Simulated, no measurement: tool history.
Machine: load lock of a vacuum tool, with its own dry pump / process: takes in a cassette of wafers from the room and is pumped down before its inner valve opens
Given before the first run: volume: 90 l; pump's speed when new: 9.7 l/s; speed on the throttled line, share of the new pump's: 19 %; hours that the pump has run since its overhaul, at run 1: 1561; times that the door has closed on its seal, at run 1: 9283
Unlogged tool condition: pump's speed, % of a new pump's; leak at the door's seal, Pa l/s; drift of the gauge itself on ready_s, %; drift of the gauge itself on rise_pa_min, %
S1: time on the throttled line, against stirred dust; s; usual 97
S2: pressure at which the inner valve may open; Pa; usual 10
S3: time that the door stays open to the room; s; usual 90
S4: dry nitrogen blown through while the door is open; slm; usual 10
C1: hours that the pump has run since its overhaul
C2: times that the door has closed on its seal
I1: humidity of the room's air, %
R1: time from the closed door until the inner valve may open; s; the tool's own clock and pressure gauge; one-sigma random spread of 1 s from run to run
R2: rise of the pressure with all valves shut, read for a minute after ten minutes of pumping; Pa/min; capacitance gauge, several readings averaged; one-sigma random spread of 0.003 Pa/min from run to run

Run 1, day 0: usual settings; C1 1561; C2 9283; I1 43.8. Result: R1 168.2 s, R2 0.093 Pa/min.
Run 2, day 6.05: usual settings; C1 1707; C2 9800; I1 44.2. Result: R1 163.8 s, R2 0.099 Pa/min.
Run 3, day 14.121: usual settings but S3 115 s; C1 1900; C2 10491; I1 46. Result: R1 166.2 s, R2 0.119 Pa/min.
Run 4, day 20.221: usual settings but S3 115 s; C1 2047; C2 11012; I1 44.2. Result: R1 166.2 s, R2 0.116 Pa/min.
Run 5, day 25.846: usual settings but S3 84 s; C1 2182; C2 11493; I1 45.8. Result: R1 165.1 s, R2 0.109 Pa/min.
Run 6, day 30.504: usual settings but S2 8 Pa; C1 2294; C2 11892; I1 41.8. Result: R1 168.6 s, R2 0.108 Pa/min.
Run 7, day 34.858: usual settings but S2 8 Pa; C1 2398; C2 12264; I1 48.3. Result: R1 169.8 s, R2 0.124 Pa/min.
Run 8, day 41.142: usual settings but S2 8 Pa; C1 2549; C2 12801; I1 41.6. Result: R1 167.8 s, R2 0.119 Pa/min.
Run 9, day 49.212: usual settings but S2 8 Pa; C1 2742; C2 13492; I1 45.6. Result: R1 170.3 s, R2 0.128 Pa/min.
Run 10, day 55.925: usual settings but S2 7 Pa; C1 2904; C2 14066; I1 47. Result: R1 171.3 s, R2 0.135 Pa/min.
Run 11, day 62.833: usual settings but S1 185 s, S2 7 Pa, S3 32 s, S4 12 slm; C1 3069; C2 14657; I1 44.6. Result: R1 239.1 s, R2 0.115 Pa/min.
Run 12, day 69.658: usual settings but S1 185 s, S2 7 Pa, S3 32 s, S4 12 slm; C1 3233; C2 15241; I1 46.9. Result: R1 240.2 s, R2 0.126 Pa/min.
Run 13, day 75.292: usual settings but S3 48 s; C1 3368; C2 15722; I1 41.3. Result: R1 167.6 s, R2 0.13 Pa/min.
Run 14, day 81.025: usual settings but S1 88 s, S3 48 s; C1 3506; C2 16213; I1 49.3. Result: R1 162.5 s, R2 0.145 Pa/min.
Run 15, day 84.904: usual settings but S1 95 s, S3 27 s; C1 3599; C2 16544; I1 48.5. Result: R1 166.5 s, R2 0.137 Pa/min.
Run 16, day 92.95: usual settings but S1 140 s, S2 8 Pa, S3 104 s, S4 15 slm; C1 3792; C2 17232; I1 46.2. Result: R1 203.2 s, R2 0.157 Pa/min.
Run 17, day 100.621: usual settings but S1 140 s, S2 8 Pa, S3 104 s, S4 15 slm; C1 3976; C2 17888; I1 42.9. Result: R1 204 s, R2 0.161 Pa/min.

Here are 3 independent what-if runs from the current tool condition. What would each one return?
Run A, day 108.492: usual settings but S1 176 s, S2 11 Pa, S4 5 slm; C1 4165; C2 18562; I1 47.2. Result: R1 ?, R2 ?.
Run B, day 108.492: usual settings but S1 100 s, S2 8 Pa, S3 56 s, S4 5 slm; C1 4165; C2 18562; I1 43.7. Result: R1 ?, R2 ?.
Run C, day 108.492: usual settings but S1 129 s; C1 4165; C2 18562; I1 42.9. Result: R1 ?, R2 ?.

run     R1     R2
  A  227.4  0.191
  B  171.1  0.172
  C  192.9  0.172
Without the tool's hidden state the same runs would have given:
run     R1     R2
  A    225  0.056
  B    168  0.037
  C  190.1  0.037

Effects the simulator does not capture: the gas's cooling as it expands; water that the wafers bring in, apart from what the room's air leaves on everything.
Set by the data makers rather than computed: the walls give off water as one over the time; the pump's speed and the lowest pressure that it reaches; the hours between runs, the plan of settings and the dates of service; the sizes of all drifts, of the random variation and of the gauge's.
